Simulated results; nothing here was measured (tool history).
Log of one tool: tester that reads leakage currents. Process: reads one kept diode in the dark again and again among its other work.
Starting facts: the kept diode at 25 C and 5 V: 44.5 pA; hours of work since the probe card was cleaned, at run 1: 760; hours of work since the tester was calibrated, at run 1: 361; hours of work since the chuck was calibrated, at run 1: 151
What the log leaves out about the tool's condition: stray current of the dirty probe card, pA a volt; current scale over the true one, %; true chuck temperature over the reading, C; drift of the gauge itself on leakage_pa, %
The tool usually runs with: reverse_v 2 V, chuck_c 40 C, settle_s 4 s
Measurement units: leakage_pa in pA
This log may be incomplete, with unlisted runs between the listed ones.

run,hour,reverse_v,chuck_c,settle_s,hours of work since the probe card was cleaned,hours of work since the tester was calibrated,hours of work since the chuck was calibrated,leakage_pa
1,0,2,40,4,760,361,151,92.5
2,51.4,2,40,4,793,395,185,92.39
3,101.4,2,40,4,826,427,217,92.2
4,129.8,2,40,4,845,446,236,91.78
5,183.1,2,40,4,880,481,271,91.33
6,217.8,2,40,4,902,504,294,91.67
7,255.8,2,40,4,927,529,319,91.5
8,296.7,2,40,4,954,555,346,90.89
9,340,2,40,4,983,584,374,90.4
10,387.3,2,40,4,1014,615,405,89.96
11,430.5,2,40,4,1042,643,433,89.74
12,457.8,2,40,4,1060,661,451,89.85
13,512.5,2,40,4,1096,697,487,89.68
14,551.9,2,40,4,1122,723,513,89.66
15,593.4,2,40,4,1149,750,540,89.04
16,629.9,9.52,48,0.34,1173,774,564,276.16
# hour 658.8: probe card cleaned and baked
17,669.9,6.62,46,2.29,7,798,588,204.82
18,705.5,6.62,46,2.29,31,822,612,203.69
19,747.9,1.13,40,4,58,850,640,69.7
20,804.7,13.42,55,0.56,96,887,677,473.8
21,850.9,8.61,45,4.93,126,917,707,208.93
22,886.3,8.61,45,4.93,149,940,730,208.29
23,919.8,19.74,45,8.31,171,962,752,284.44
24,946.7,19.74,45,8.31,189,980,770,282.79
25,995.9,9.85,48,0.92,221,1012,802,265.1
26,1024.8,2.2,53,0.84,240,1031,821,209.34
27,1058.7,2,56,4,262,1053,844,242.38
28,1106.8,4.58,40,0.38,294,1085,875,115.99
29,1145.5,16.51,35,0.38,319,1110,901,135.48

Alternative continuations, all from the tool just after run 29; predict every row:
A,1174.1,9.92,40,4,338,1129,919,?
B,1174.1,2,32,0.58,338,1129,919,?
C,1174.1,16.51,35,3.06,338,1129,919,?
D,1174.1,10.13,33,4.61,338,1129,919,?
E,1174.1,13.56,35,0.75,338,1129,919,?

run,leakage_pa
A,153.71
B,47.9
C,133.16
D,95.69
E,124.83
With no hidden state in the tool, these same runs would have given:
run,leakage_pa
A,170.2
B,53.64
C,145.77
D,105.41
E,137.06
